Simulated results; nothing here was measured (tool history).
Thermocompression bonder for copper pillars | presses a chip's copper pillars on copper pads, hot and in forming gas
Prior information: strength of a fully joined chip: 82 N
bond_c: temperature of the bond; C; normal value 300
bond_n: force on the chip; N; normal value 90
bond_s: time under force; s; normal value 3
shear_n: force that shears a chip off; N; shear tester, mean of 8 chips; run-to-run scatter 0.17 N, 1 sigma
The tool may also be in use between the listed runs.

run     day  bond_c  bond_n  bond_s  shear_n
  1   0.000     300      90       3     42.2
  2   0.571     300      90       3     42.4
  3   1.308     300      90       3     42.1
  4   1.688     300      90       3     42.5
  5   2.558     300      90       3     42.1
  6   3.075     300      90       3     42.1
  7   3.904     288      90       3     37.7
  8   4.662     288      90       3     38.0
  9   5.504     300      89       3     41.9
 10   6.267     300      90       3     42.4
 11   7.075     300      90       3     41.8
 12   7.892     300      90       3     41.9
 13   8.467     300      90       3     42.2
 14   9.217     300      90       3     42.1
 15   9.758     300      90       3     41.9
 16  10.512     301      90       3     42.2
 17  11.258     300      90       6     51.9
 18  11.675     300      90       6     51.4
 19  12.396     300      90       6     51.5
 20  13.100     300      90       6     51.5
 21  13.996     300      90       6     51.1
 22  14.512     300     116       7     60.0
 23  15.304     317      90       5     54.6
     16.108  -- heater calibrated with a thermocouple chip
 24  16.188     330      90       7     60.1
 25  16.875     330      90       7     59.8
     16.950  -- forming gas filter changed
 26  17.521     292      84       2     31.2
 27  18.208     292      84       2     31.0
 28  18.933     300      73       2     30.3
 29  19.371     297      73       2     29.4
 30  20.238     273      90       3     30.7
 31  21.108     273      90       3     30.4
 32  21.804     273      90       3     30.6
 33  22.454     301      72       8     49.0
 34  23.233     301      72       8     49.2
 35  23.767     301      72       8     49.0
 36  24.238     301      56       3     29.4
 37  24.921     301      56       3     29.4
 38  25.296     301      56       3     29.2
 39  26.212     273      69       8     36.4
 40  27.025     277      90       3     31.9

Predict each of these 3 candidate next runs independently; none follows another, all start after run 40:
  A  27.929     275      90       3        ?
  B  27.929     277      89       3        ?
  C  27.929     285      57       6        ?

run  shear_n
  A     31.2
  B     32.1
  C     32.5
With no hidden state in the tool, these same runs would have given:
run  shear_n
  A     30.7
  B     31.7
  C     32.0

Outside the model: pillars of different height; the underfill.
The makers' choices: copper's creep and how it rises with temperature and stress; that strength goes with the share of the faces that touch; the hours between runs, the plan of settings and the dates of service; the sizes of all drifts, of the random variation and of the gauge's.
